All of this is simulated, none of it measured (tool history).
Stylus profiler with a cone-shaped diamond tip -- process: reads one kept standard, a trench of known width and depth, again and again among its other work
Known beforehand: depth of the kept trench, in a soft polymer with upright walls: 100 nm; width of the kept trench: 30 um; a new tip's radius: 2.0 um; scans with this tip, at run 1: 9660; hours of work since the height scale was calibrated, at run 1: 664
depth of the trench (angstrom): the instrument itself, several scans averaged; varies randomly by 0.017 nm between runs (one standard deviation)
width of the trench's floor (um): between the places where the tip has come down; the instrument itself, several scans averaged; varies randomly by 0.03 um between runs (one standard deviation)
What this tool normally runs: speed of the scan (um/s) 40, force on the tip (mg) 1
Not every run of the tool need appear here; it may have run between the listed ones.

run	hour	speed of the scan (um/s)	force on the tip (mg)	scans with this tip	hours of work since the height scale was calibrated	depth of the trench (angstrom)	width of the trench's floor (um)
1	0	40	1	9660	664	1006.6	27.69
2	11	40	1	9735	669	1006.2	27.65
3	24.9	40	1	9830	675	1006.4	27.63
4	43.8	40	1	9959	684	1006.7	27.65
5	60	40	1	10070	692	1006.2	27.64
6	68.3	40	1	10127	696	1006.3	27.6
7	85	40	1	10241	703	1006.5	27.65
8	98	20	0.46	10330	710	1002.8	27.72
9	112.8	32	0.72	10431	717	1004.7	27.67
10	124.8	32	0.72	10513	722	1004.6	27.66
11	138.2	28	0.39	10605	728	1002	27.6
12	154.8	17	0.55	10718	736	1003.3	27.68
13	170.8	96	1.18	10828	744	1007.5	27.3
14	185.3	96	1.18	10927	751	1007.4	27.28

Alternative continuations, all from the tool just after run 14; predict every row:
A	202.9	22	1.18	11047	759	?	?
B	202.9	40	0.71	11047	759	?	?
C	202.9	25	0.46	11047	759	?	?

run	depth of the trench (angstrom)	width of the trench's floor (um)
A	1007.1	27.68
B	1004.2	27.58
C	1002.5	27.61
Had the tool no hidden state, the same runs would have come out as:
run	depth of the trench (angstrom)	width of the trench's floor (um)
A	1009.9	28.61
B	1006.9	28.51
C	1005.2	28.54
